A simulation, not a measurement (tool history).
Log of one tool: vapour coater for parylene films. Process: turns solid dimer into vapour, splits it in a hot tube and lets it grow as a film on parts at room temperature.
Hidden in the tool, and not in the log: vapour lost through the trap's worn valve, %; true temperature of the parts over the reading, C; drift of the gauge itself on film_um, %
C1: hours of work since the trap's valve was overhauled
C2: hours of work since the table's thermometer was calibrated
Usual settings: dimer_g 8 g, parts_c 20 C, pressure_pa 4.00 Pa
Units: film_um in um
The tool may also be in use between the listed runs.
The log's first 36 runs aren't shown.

Run 37, day 35.417: usual settings but dimer_g 4 g, pressure_pa 5.97 Pa; C1 241; C2 1153. Result: film_um 0.96 um.
Run 38, day 36.029: usual settings but dimer_g 6 g, parts_c 18 C, pressure_pa 3.81 Pa; C1 252; C2 1164. Result: film_um 1.58 um.
Run 39, day 37.325: usual settings but dimer_g 6 g, parts_c 18 C, pressure_pa 3.81 Pa; C1 275; C2 1187. Result: film_um 1.50 um.
Run 40, day 38.642: usual settings but parts_c 13 C, pressure_pa 2.21 Pa; C1 298; C2 1211. Result: film_um 2.75 um.
Run 41, day 39.579: usual settings but parts_c 13 C, pressure_pa 2.21 Pa; C1 315; C2 1227. Result: film_um 2.70 um.
Run 42, day 40.321: usual settings but dimer_g 6 g, parts_c 16 C, pressure_pa 2.21 Pa; C1 328; C2 1241. Result: film_um 1.82 um.
Run 43, day 41.025: usual settings but parts_c 32 C; C1 341; C2 1253. Result: film_um 1.16 um.
Run 44, day 42.104: usual settings but dimer_g 6 g, parts_c 14 C, pressure_pa 7.14 Pa; C1 360; C2 1272. Result: film_um 1.80 um.
Run 45, day 42.854: usual settings but dimer_g 7 g, parts_c 27 C, pressure_pa 10.88 Pa; C1 373; C2 1286. Result: film_um 1.16 um.
Run 46, day 43.429: usual settings but dimer_g 12 g, parts_c 13 C, pressure_pa 10.88 Pa; C1 384; C2 1296. Result: film_um 3.69 um.
Run 47, day 44.417: usual settings but dimer_g 12 g, parts_c 13 C, pressure_pa 10.88 Pa; C1 401; C2 1313. Result: film_um 3.64 um.

3 ways to go on from here, each from the tool as it stands after run 47. What would each give?
Run A, day 45.496: usual settings but dimer_g 12 g, pressure_pa 10.30 Pa; C1 420; C2 1333. Result: film_um ?.
Run B, day 45.496: usual settings but dimer_g 6 g, parts_c 13 C, pressure_pa 4.75 Pa; C1 420; C2 1333. Result: film_um ?.
Run C, day 45.496: usual settings but dimer_g 4 g, pressure_pa 2.95 Pa; C1 420; C2 1333. Result: film_um ?.

run  film_um
  A     2.68
  B     1.93
  C     0.97
Without the tool's hidden state the same runs would have given:
run  film_um
  A     2.86
  B     2.06
  C     1.03

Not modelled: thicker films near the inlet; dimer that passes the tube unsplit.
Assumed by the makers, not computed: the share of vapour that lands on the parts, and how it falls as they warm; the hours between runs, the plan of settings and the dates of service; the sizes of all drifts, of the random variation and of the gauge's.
